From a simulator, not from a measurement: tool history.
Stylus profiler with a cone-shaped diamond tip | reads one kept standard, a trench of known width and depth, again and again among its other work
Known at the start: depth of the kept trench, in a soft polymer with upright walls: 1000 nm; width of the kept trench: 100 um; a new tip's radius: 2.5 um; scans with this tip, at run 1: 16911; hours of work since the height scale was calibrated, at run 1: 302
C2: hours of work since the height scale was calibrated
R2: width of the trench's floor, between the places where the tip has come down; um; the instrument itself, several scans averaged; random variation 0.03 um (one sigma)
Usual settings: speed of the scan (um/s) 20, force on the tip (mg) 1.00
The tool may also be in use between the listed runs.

Run 1, day 0.000: usual settings; scans with this tip 16911; C2 302. Result: depth of the trench (Å) 10058.8, R2 95.90 um.
Run 2, day 2.462: usual settings but speed of the scan (um/s) 22; scans with this tip 17382; C2 346. Result: depth of the trench (Å) 10060.7, R2 95.92 um.
Run 3, day 4.725: usual settings but speed of the scan (um/s) 23; scans with this tip 17814; C2 386. Result: depth of the trench (Å) 10060.2, R2 95.91 um.
Run 4, day 6.471: usual settings; scans with this tip 18148; C2 417. Result: depth of the trench (Å) 10058.5, R2 95.93 um.
Run 5, day 8.742: usual settings; scans with this tip 18582; C2 458. Result: depth of the trench (Å) 10060.5, R2 95.84 um.
Run 6, day 11.492: usual settings but force on the tip (mg) 2.05; scans with this tip 19108; C2 507. Result: depth of the trench (Å) 10096.3, R2 95.89 um.
Run 7, day 12.750: usual settings but force on the tip (mg) 2.05; scans with this tip 19348; C2 530. Result: depth of the trench (Å) 10098.1, R2 95.92 um.
Run 8, day 14.138: usual settings but force on the tip (mg) 2.05; scans with this tip 19613; C2 554. Result: depth of the trench (Å) 10094.2, R2 95.91 um.
Run 9, day 16.671: usual settings but force on the tip (mg) 2.05; scans with this tip 20097; C2 600. Result: depth of the trench (Å) 10093.7, R2 95.92 um.
Run 10, day 18.717: usual settings but force on the tip (mg) 2.05; scans with this tip 20488; C2 636. Result: depth of the trench (Å) 10094.4, R2 95.93 um.
Run 11, day 20.708: usual settings but force on the tip (mg) 2.05; scans with this tip 20869; C2 672. Result: depth of the trench (Å) 10094.5, R2 95.96 um.
Run 12, day 22.967: usual settings but force on the tip (mg) 2.05; scans with this tip 21300; C2 712. Result: depth of the trench (Å) 10096.7, R2 95.98 um.
Run 13, day 24.471: usual settings but force on the tip (mg) 2.05; scans with this tip 21588; C2 739. Result: depth of the trench (Å) 10096.9, R2 95.95 um.
Run 14, day 26.617: usual settings but force on the tip (mg) 2.05; scans with this tip 21998; C2 778. Result: depth of the trench (Å) 10095.6, R2 95.93 um.
Run 15, day 28.854: usual settings but force on the tip (mg) 2.05; scans with this tip 22425; C2 818. Result: depth of the trench (Å) 10094.6, R2 95.87 um.
Run 16, day 31.525: usual settings but force on the tip (mg) 2.05; scans with this tip 22936; C2 865. Result: depth of the trench (Å) 10094.3, R2 95.90 um.
Run 17, day 33.350: usual settings but force on the tip (mg) 2.16; scans with this tip 23285; C2 898. Result: depth of the trench (Å) 10099.8, R2 95.96 um.
Run 18, day 36.138: usual settings but speed of the scan (um/s) 77, force on the tip (mg) 2.16; scans with this tip 23818; C2 948. Result: depth of the trench (Å) 10098.2, R2 95.81 um.
Run 19, day 38.538: usual settings but speed of the scan (um/s) 14, force on the tip (mg) 0.36; scans with this tip 24276; C2 991. Result: depth of the trench (Å) 10030.6, R2 95.85 um.
Run 20, day 40.675: usual settings but speed of the scan (um/s) 14, force on the tip (mg) 0.36; scans with this tip 24685; C2 1029. Result: depth of the trench (Å) 10029.9, R2 95.86 um.
Run 21, day 43.150: usual settings but speed of the scan (um/s) 45, force on the tip (mg) 0.50; scans with this tip 25157; C2 1073. Result: depth of the trench (Å) 10037.7, R2 95.77 um.
Run 22, day 44.458: usual settings but force on the tip (mg) 0.76; scans with this tip 25408; C2 1097. Result: depth of the trench (Å) 10051.3, R2 95.87 um.
Run 23, day 46.317: usual settings but force on the tip (mg) 0.76; scans with this tip 25762; C2 1130. Result: depth of the trench (Å) 10050.1, R2 95.95 um.
Run 24, day 47.608: usual settings but speed of the scan (um/s) 73; scans with this tip 26010; C2 1153. Result: depth of the trench (Å) 10059.7, R2 95.69 um.
At day 49.029: new tip fitted, height scale calibrated.
Run 25, day 49.083: usual settings but speed of the scan (um/s) 9, force on the tip (mg) 0.62; scans with this tip 11; C2 1. Result: depth of the trench (Å) 10039.8, R2 95.92 um.
Run 26, day 51.958: usual settings but speed of the scan (um/s) 7, force on the tip (mg) 0.65; scans with this tip 560; C2 52. Result: depth of the trench (Å) 10047.1, R2 95.95 um.
Run 27, day 54.221: usual settings but speed of the scan (um/s) 19, force on the tip (mg) 0.35; scans with this tip 993; C2 93. Result: depth of the trench (Å) 10029.3, R2 95.87 um.

5 ways to go on from here, each from the tool as it stands after run 27. What would each give?
Run A, day 55.742: usual settings but speed of the scan (um/s) 48, force on the tip (mg) 2.13; scans with this tip 1283; C2 120. Result: depth of the trench (Å) ?, R2 ?.
Run B, day 55.742: usual settings but speed of the scan (um/s) 36, force on the tip (mg) 0.68; scans with this tip 1283; C2 120. Result: depth of the trench (Å) ?, R2 ?.
Run C, day 55.742: usual settings but speed of the scan (um/s) 19, force on the tip (mg) 1.73; scans with this tip 1283; C2 120. Result: depth of the trench (Å) ?, R2 ?.
Run D, day 55.742: usual settings but speed of the scan (um/s) 7, force on the tip (mg) 0.92; scans with this tip 1283; C2 120. Result: depth of the trench (Å) ?, R2 ?.
Run E, day 55.742: usual settings but speed of the scan (um/s) 24, force on the tip (mg) 0.37; scans with this tip 1283; C2 120. Result: depth of the trench (Å) ?, R2 ?.

run  depth of the trench (Å)     R2
  A                  10097.6  95.82
  B                  10045.5  95.84
  C                  10087.0  95.88
  D                  10055.2  95.96
  E                  10030.9  95.89
Without the tool's hidden state the same runs would have given:
run  depth of the trench (Å)     R2
  A                  10097.6  95.82
  B                  10045.5  95.84
  C                  10087.0  95.89
  D                  10055.2  95.97
  E                  10030.9  95.89
